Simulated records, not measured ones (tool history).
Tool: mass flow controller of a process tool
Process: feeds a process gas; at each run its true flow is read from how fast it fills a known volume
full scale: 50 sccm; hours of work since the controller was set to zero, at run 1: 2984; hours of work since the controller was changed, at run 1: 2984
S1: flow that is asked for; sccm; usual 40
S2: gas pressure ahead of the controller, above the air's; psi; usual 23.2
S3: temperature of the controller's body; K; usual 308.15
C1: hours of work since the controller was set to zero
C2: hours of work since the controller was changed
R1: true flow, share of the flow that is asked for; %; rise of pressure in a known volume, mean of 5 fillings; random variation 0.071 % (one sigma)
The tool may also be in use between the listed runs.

run	hour	S1	S2	S3	C1	C2	R1
1	0	40	23.2	308.15	2984	2984	100.4
2	152.6	40	23.9	308.15	3078	3078	100.4
3	353	40	23.9	308.15	3202	3202	100.3
4	514.4	40	23.9	308.15	3302	3302	100.34
5	695.5	40	23.2	308.15	3414	3414	100.42
6	894.8	40	23.2	308.15	3537	3537	100.33
7	1213	40	23.2	308.15	3734	3734	100.33
8	1434.3	40	23.2	308.15	3871	3871	100.21
9	1683	20	23.2	308.15	4025	4025	99.64
10	1965.3	12	22.9	310.15	4200	4200	99.5
11	2117.9	36	28.4	310.15	4294	4294	100.27
12	2423.7	36	28.4	310.15	4483	4483	100.41
13	2633.4	12	26.3	304.15	4613	4613	98.84
14	2922.6	12	26.3	304.15	4792	4792	98.93
15	3223.2	12	26.3	304.15	4978	4978	98.81
16	3543.6	49	31.3	304.15	5176	5176	100.48
17	3698.9	49	31.3	304.15	5272	5272	100.51

3 ways to go on from here, each from the tool as it stands after run 17. What would each give?
A	4018.3	7	31.3	313.15	5470	5470	?
B	4018.3	40	31.3	303.15	5470	5470	?
C	4018.3	8	23.2	308.15	5470	5470	?

run	R1
A	99.42
B	100.1
C	99.11
Without the tool's hidden state the same runs would have given:
run	R1
A	99.4
B	100.12
C	99.1

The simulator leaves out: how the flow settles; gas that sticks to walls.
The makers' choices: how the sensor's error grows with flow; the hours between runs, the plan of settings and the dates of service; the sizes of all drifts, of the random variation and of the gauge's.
